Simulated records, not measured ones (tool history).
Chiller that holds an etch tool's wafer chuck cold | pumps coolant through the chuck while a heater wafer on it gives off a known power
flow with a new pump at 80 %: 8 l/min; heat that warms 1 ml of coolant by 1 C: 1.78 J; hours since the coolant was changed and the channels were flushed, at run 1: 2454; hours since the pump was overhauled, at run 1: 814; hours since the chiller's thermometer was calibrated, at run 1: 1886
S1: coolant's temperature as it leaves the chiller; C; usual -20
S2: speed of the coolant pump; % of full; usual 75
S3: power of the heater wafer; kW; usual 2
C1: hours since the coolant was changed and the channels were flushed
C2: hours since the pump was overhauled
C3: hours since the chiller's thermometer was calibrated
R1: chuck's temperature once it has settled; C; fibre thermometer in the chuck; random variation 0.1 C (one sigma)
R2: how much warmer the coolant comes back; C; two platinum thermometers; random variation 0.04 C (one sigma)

Run 1, day 0: usual settings; C1 2454; C2 814; C3 1886. Result: R1 -3.1 C, R2 8.95 C.
Run 2, day 0.967: usual settings but S3 2.644 kW; C1 2477; C2 837; C3 1910. Result: R1 2.5 C, R2 11.88 C.
Run 3, day 2.408: usual settings but S3 2.67 kW; C1 2512; C2 872; C3 1944. Result: R1 2.5 C, R2 12.11 C.
Run 4, day 3.479: usual settings but S2 70 % of full, S3 2.67 kW; C1 2537; C2 898; C3 1970. Result: R1 3.9 C, R2 12.93 C.
Run 5, day 4.646: usual settings but S2 70 % of full, S3 2.67 kW; C1 2565; C2 926; C3 1998. Result: R1 3.8 C, R2 12.95 C.
Run 6, day 5.629: usual settings but S2 70 % of full, S3 2.67 kW; C1 2589; C2 949; C3 2021. Result: R1 3.8 C, R2 12.97 C.
Run 7, day 6.946: usual settings but S2 95 % of full; C1 2620; C2 981; C3 2053. Result: R1 -5.7 C, R2 7.12 C.
Run 8, day 7.879: usual settings but S2 95 % of full; C1 2643; C2 1003; C3 2076. Result: R1 -5.9 C, R2 7.09 C.
Run 9, day 9.379: usual settings but S2 95 % of full; C1 2679; C2 1039; C3 2112. Result: R1 -6 C, R2 7.14 C.
Run 10, day 10.292: usual settings; C1 2701; C2 1061; C3 2133. Result: R1 -2.9 C, R2 9.1 C.
Run 11, day 11.992: usual settings; C1 2742; C2 1102; C3 2174. Result: R1 -3.1 C, R2 9.09 C.
Run 12, day 13.425: usual settings; C1 2776; C2 1136; C3 2209. Result: R1 -3 C, R2 9.11 C.
Run 13, day 15.058: usual settings but S1 -25 C; C1 2815; C2 1176; C3 2248. Result: R1 -8.1 C, R2 9.08 C.
Run 14, day 16.025: usual settings; C1 2838; C2 1199; C3 2271. Result: R1 -3 C, R2 9.13 C.
Run 15, day 17.658: usual settings but S2 68 % of full, S3 1.335 kW; C1 2878; C2 1238; C3 2310. Result: R1 -7.7 C, R2 6.74 C.
At day 18.262: chiller's thermometer calibrated.
Run 16, day 18.679: usual settings but S1 -21 C, S2 74 % of full, S3 2.107 kW; C1 2901; C2 1261; C3 10. Result: R1 -2.8 C, R2 9.63 C.
Run 17, day 20.362: usual settings but S1 -28 C, S2 74 % of full, S3 2.209 kW; C1 2941; C2 1302; C3 50. Result: R1 -9.1 C, R2 10.2 C.
Run 18, day 21.317: usual settings but S1 -11 C, S2 62 % of full, S3 1.054 kW; C1 2964; C2 1325; C3 73. Result: R1 -0.4 C, R2 5.94 C.
Run 19, day 22.938: usual settings but S1 -27 C, S2 64 % of full, S3 2.17 kW; C1 3003; C2 1364; C3 112. Result: R1 -6.1 C, R2 11.58 C.
Run 20, day 23.692: usual settings but S1 -27 C, S2 64 % of full, S3 2.17 kW; C1 3021; C2 1382; C3 130. Result: R1 -6 C, R2 11.52 C.
Run 21, day 25.258: usual settings but S1 -21 C, S2 96 % of full, S3 2.793 kW; C1 3059; C2 1419; C3 168. Result: R1 -1.5 C, R2 9.99 C.
Run 22, day 26.008: usual settings but S1 -21 C, S2 96 % of full, S3 2.793 kW; C1 3077; C2 1437; C3 186. Result: R1 -1.6 C, R2 10 C.
Run 23, day 27.254: usual settings but S1 -18 C, S3 2.453 kW; C1 3107; C2 1467; C3 216. Result: R1 2.9 C, R2 11.23 C.
Run 24, day 28.767: usual settings but S1 -14 C, S2 77 % of full, S3 1.611 kW; C1 3143; C2 1503; C3 252. Result: R1 -0.6 C, R2 7.23 C.
Run 25, day 30.121: usual settings but S1 -14 C, S2 77 % of full, S3 1.611 kW; C1 3176; C2 1536; C3 285. Result: R1 -0.6 C, R2 7.2 C.
Run 26, day 31.367: usual settings but S1 -17 C, S2 79 % of full, S3 2.294 kW; C1 3206; C2 1566; C3 314. Result: R1 1.5 C, R2 9.95 C.
Run 27, day 32.175: usual settings but S1 -13 C, S2 62 % of full, S3 1.011 kW; C1 3225; C2 1585; C3 334. Result: R1 -3 C, R2 5.72 C.

How the hidden state differs across the entries between the runs, from the last listed run before each to the first after it:
Between runs 15 and 16: chiller's thermometer calibrated (day 18.262)
  no hidden state differs between the two runs
  measured less the result without the state, R2: +0.1 -> +0.1 C

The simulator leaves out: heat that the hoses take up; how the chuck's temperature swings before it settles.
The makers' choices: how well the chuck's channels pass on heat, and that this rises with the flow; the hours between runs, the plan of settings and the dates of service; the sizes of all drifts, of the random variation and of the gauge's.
